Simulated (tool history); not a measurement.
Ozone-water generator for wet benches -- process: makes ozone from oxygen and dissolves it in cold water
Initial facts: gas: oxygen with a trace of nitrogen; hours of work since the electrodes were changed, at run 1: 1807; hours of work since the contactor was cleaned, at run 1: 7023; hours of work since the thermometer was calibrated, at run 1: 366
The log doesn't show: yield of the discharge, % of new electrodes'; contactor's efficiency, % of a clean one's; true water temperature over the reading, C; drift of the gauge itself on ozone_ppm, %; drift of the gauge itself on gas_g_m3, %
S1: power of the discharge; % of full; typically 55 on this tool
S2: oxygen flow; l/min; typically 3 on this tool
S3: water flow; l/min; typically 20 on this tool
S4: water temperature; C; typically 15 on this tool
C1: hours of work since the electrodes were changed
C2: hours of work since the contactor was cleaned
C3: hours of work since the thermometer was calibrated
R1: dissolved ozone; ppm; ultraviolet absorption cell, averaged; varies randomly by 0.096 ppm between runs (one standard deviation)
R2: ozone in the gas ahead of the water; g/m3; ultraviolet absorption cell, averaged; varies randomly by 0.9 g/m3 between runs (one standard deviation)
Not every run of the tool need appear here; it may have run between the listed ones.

| run | day | S1 | S2 | S3 | S4 | C1 | C2 | C3 | R1 | R2 |
|---|---|---|---|---|---|---|---|---|---|---|
| 1 | 0 | 55 | 3 | 20 | 15 | 1807 | 7023 | 366 | 9.24 | 145.1 |
| 2 | 1.604 | 55 | 1.68 | 20 | 15 | 1841 | 7056 | 400 | 8.26 | 207.5 |
| 3 | 4.375 | 55 | 3 | 20 | 15 | 1898 | 7114 | 457 | 9.16 | 145.7 |
| 4 | 6.654 | 55 | 3 | 20 | 15 | 1946 | 7162 | 505 | 9.18 | 147.8 |
| 5 | 8.371 | 55 | 1.8 | 20 | 15 | 1982 | 7198 | 541 | 8.38 | 194.6 |
| 6 | 10.792 | 55 | 1.8 | 20 | 15 | 2032 | 7248 | 591 | 8.27 | 197.7 |
| 7 | 13.2 | 75 | 3 | 20 | 15 | 2082 | 7298 | 641 | 11.05 | 179.6 |
| 8 | 15 | 75 | 3 | 20 | 15 | 2120 | 7336 | 679 | 11.15 | 179.5 |
| 9 | 16.483 | 55 | 3 | 20 | 15 | 2151 | 7367 | 710 | 9.21 | 146 |
| 10 | 17.621 | 55 | 3 | 20 | 15 | 2175 | 7390 | 734 | 9.14 | 146.5 |
| 11 | 19.188 | 55 | 3 | 20 | 15 | 2207 | 7423 | 766 | 9.22 | 145.6 |
| 12 | 21.246 | 55 | 3 | 20 | 15 | 2250 | 7466 | 809 | 8.93 | 146.3 |
| 13 | 23.096 | 55 | 1.84 | 20 | 15 | 2289 | 7504 | 848 | 8.33 | 192.5 |
| 14 | 25.079 | 55 | 3 | 20 | 15 | 2330 | 7546 | 889 | 9.27 | 145.2 |
| 15 | 26.867 | 55 | 3 | 20 | 15 | 2367 | 7583 | 926 | 8.97 | 146.8 |
| 16 | 29.071 | 55 | 3 | 20 | 15 | 2413 | 7629 | 972 | 9.03 | 145.9 |
| 17 | 31.55 | 55 | 3 | 20 | 15 | 2465 | 7681 | 1024 | 9.11 | 146.1 |
| 18 | 33.004 | 55 | 4.78 | 18 | 15 | 2495 | 7711 | 1054 | 10.33 | 112.1 |
| 19 | 34.912 | 55 | 4.78 | 18 | 15 | 2535 | 7751 | 1094 | 10.49 | 110.5 |
| 20 | 36.142 | 76 | 2.57 | 20 | 19 | 2561 | 7776 | 1120 | 10.68 | 195.6 |
| 21 | 38.346 | 89 | 2.88 | 16 | 14 | 2607 | 7822 | 1166 | 15.79 | 204.9 |
| 22 | 41.05 | 55 | 3.88 | 18 | 15 | 2663 | 7879 | 1222 | 10.2 | 125.5 |
| 23 | 43.25 | 88 | 5.26 | 28 | 11 | 2709 | 7925 | 1268 | 9.18 | 142.1 |
| 24 | 45.108 | 88 | 5.26 | 28 | 11 | 2748 | 7963 | 1307 | 9.3 | 143.8 |
| 25 | 46.433 | 70 | 5.1 | 20 | 12 | 2775 | 7991 | 1334 | 11.17 | 123.8 |
| 26 | 48.475 | 55 | 4.71 | 22 | 15 | 2818 | 8034 | 1377 | 8.41 | 112.4 |
| 27 | 50.733 | 55 | 4.71 | 22 | 15 | 2865 | 8081 | 1424 | 8.39 | 111.9 |
| 28 | 53.533 | 55 | 2.28 | 13 | 15 | 2923 | 8139 | 1482 | 13.99 | 170.1 |

Forecast run 29:
| 29 | 55.821 | 56 | 2.29 | 13 | 15 | 2971 | 8187 | 1530 | ? | ? |

R1: 14.14 ppm
R2: 170.9 g/m3
If the tool had no hidden condition, the same run with the same run-to-run variation would have returned R1 15.48 ppm, R2 175.6 g/m3.
